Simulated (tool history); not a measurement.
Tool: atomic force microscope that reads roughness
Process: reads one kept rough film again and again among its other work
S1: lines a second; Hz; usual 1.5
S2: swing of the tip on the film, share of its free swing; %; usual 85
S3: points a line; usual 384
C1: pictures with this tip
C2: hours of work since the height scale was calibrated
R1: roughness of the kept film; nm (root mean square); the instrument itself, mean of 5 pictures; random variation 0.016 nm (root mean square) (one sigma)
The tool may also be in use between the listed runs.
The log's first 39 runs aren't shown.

run,hour,S1,S2,S3,C1,C2,R1
40,1226,2.31,61,384,266,347,3.445
41,1266,0.94,86,358,325,375,3.27
# hour 1278.7: new tip fitted
42,1289.2,0.94,60,444,16,391,4.033
43,1332,1.5,90,384,79,421,3.553
44,1377.3,1.5,90,384,145,453,3.446
45,1421.5,3.82,80,384,210,484,3.105
46,1455.1,3.82,80,384,259,508,3.041
47,1495.8,0.79,60,759,319,537,3.462
# hour 1513: new tip fitted
48,1538.1,1.87,58,384,37,566,4.012
49,1572.5,1.87,70,329,87,591,3.775
50,1602.1,1.66,85,419,131,611,3.541
51,1638.3,0.88,85,384,184,637,3.58
52,1658.1,0.88,85,384,213,651,3.534
53,1683.8,0.88,85,384,251,669,3.449

4 ways to go on from here, each from the tool as it stands after run 53. What would each give?
A,1729.7,1.5,84,384,318,702,?
B,1729.7,1.83,85,316,318,702,?
C,1729.7,1.5,85,409,318,702,?
D,1729.7,1.74,80,384,318,702,?

run,R1
A,3.241
B,3.157
C,3.23
D,3.246
Without the tool's hidden state the same runs would have given:
run,R1
A,3.827
B,3.728
C,3.813
D,3.834

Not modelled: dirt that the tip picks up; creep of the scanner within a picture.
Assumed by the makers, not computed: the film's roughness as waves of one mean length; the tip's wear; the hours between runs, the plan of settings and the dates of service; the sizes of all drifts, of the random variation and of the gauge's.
